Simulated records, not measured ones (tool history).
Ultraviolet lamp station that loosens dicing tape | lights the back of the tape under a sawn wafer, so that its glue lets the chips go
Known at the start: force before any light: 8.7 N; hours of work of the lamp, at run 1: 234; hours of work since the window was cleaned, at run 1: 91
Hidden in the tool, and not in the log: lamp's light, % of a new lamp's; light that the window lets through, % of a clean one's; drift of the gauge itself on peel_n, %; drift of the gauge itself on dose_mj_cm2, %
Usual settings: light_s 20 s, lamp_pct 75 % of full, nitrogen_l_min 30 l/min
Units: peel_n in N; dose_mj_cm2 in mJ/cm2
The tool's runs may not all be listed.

run,hour,light_s,lamp_pct,nitrogen_l_min,hours of work of the lamp,hours of work since the window was cleaned,peel_n,dose_mj_cm2
1,0,20,75,30,234,91,1.371,466
2,13.2,20,75,30,240,97,1.371,463
3,24.4,20,75,30,245,102,1.347,465
4,29.9,20,75,30,247,104,1.36,461
5,39.9,14,75,30,252,109,2.292,326
6,50.4,20,75,30,257,114,1.373,459
7,62.3,12,75,30,262,119,2.917,273
8,70,12,75,30,265,122,2.826,270
9,78.7,12,75,30,269,126,2.8,270
10,87.9,12,75,30,274,131,2.774,271
11,93.7,12,75,30,276,133,2.852,269
12,102.9,20,75,15,280,137,2.167,444
13,109.1,20,75,46,283,140,1.11,444
14,118.7,13,75,30,287,144,2.641,292
15,124.6,13,75,30,290,147,2.645,289
16,132,13,80,31,293,150,2.43,307
17,140.5,35,76,13,297,154,1.01,785
18,149.3,35,76,13,301,158,0.972,778
19,160.4,20,98,24,306,163,1.073,574
20,167.6,20,95,40,310,167,0.81,552
21,174.4,36,90,30,313,170,0.351,937
22,185.3,36,66,30,318,175,0.661,681

The next listed run, before its measurement:
23,191.8,36,66,30,321,178,?,?

{"run 23": {"peel_n": 0.635, "dose_mj_cm2": 682}}
Without the tool's hidden state the same run would have given peel_n 0.431 N, dose_mj_cm2 826 mJ/cm2.
